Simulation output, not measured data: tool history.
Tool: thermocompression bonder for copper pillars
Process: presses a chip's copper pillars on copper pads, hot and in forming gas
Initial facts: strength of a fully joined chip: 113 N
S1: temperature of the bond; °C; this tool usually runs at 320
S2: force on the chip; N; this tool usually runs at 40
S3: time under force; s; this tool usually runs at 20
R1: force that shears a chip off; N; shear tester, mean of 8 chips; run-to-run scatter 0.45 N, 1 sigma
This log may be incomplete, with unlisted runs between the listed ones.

run,day,S1,S2,S3,R1
1,0,320,40,20,74.1
2,0.329,320,40,20,74.2
3,0.567,320,40,26,80.8
4,0.817,320,40,26,80.5
5,1.1,320,40,30,82.2
6,1.462,292,40,20,56
7,1.85,296,40,20,58.6
8,2.142,296,40,20,58.2
9,2.567,296,40,20,58.5
10,2.962,300,45,21,66.4
11,3.183,336,38,32,90.3
12,3.454,293,44,21,60.5
13,3.733,293,44,21,60.5
14,3.975,292,29,10,33.6
15,4.383,292,29,10,33.5
16,4.767,327,27,18,60.5
17,5.142,301,40,12,51
18,5.433,301,40,12,51

Each run again, without the hidden state but with its own random variation kept:
The hidden state here: true temperature of the bond over the reading, C; force that reaches the chip, % of what is set; oxide that the forming gas leaves, % of the face; drift of the gauge itself on shear_n, %.
run,R1
1,74.2
2,74.4
3,81.1
4,80.8
5,82.6
6,56.4
7,59.1
8,58.8
9,59.2
10,67.3
11,91.5
12,61.4
13,61.5
14,34.1
15,34.1
16,61.6
17,52.1
18,52.2
